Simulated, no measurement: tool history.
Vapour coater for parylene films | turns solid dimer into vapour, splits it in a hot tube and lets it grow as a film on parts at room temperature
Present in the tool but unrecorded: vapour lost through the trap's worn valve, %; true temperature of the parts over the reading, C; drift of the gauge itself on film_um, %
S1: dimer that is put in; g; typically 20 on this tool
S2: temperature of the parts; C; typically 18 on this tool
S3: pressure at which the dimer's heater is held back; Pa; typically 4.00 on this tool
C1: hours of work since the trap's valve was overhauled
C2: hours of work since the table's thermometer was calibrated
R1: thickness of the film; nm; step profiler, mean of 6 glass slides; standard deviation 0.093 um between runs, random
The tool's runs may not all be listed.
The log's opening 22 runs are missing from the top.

run     day  S1  S2     S3   C1   C2     R1
 23  10.592  20  18   4.00   30  274  10620
 24  10.971  20  20   4.42   35  278   9730
     11.212  -- trap's valve overhauled, once more
 25  11.438  20  16   3.77    3  282  12110
 26  11.696  32  18   4.00    6  285  17900
 27  12.033  11  22   7.04   10  289   5060
 28  12.446  11  22   7.04   15  294   4990
 29  13.058  33  12   7.04   22  301  19200
 30  13.688  33  12   7.04   30  309  19020
 31  14.075  20  28   4.00   34  314   8770
 32  14.521  28  22   2.82   40  319  15000
 33  14.842  20  18  11.38   43  323   9080
 34  15.454  14  24   4.00   51  330   6680
 35  15.950  14  24   4.00   57  336   6770
 36  16.521  14  24   4.00   63  343   6680
 37  17.108  14  24   4.00   70  350   6720
 38  17.688  33  17   7.64   77  357  16510
 39  18.021  21  18   4.00   81  361  11620
 40  18.367  26  18   4.00   86  365  14380
 41  18.933  26  18   4.00   92  372  14290
 42  19.383  31  11   4.53   98  377  20070
 43  19.729  23  23   4.00  102  381  11120
 44  20.179  11  11   2.08  107  387   7790
 45  20.583  35  13   2.27  112  391  24280
 46  21.017  24  13   2.27  117  397  16600

Predict each of these 5 candidate next runs independently; none follows another, all start after run 46:
  A  21.646  14  18  3.34  125  404   ?
  B  21.646  20  14  4.35  125  404   ?
  C  21.646  20  11  5.68  125  404   ?
  D  21.646  27  10  4.00  125  404   ?
  E  21.646   9  14  4.43  125  404   ?

run     R1
  A   8030
  B  11950
  C  12260
  D  18070
  E   5390
With the hidden condition removed and each run's random variation left untouched, the same runs would have given:
run     R1
  A   8260
  B  12290
  C  12600
  D  18570
  E   5540
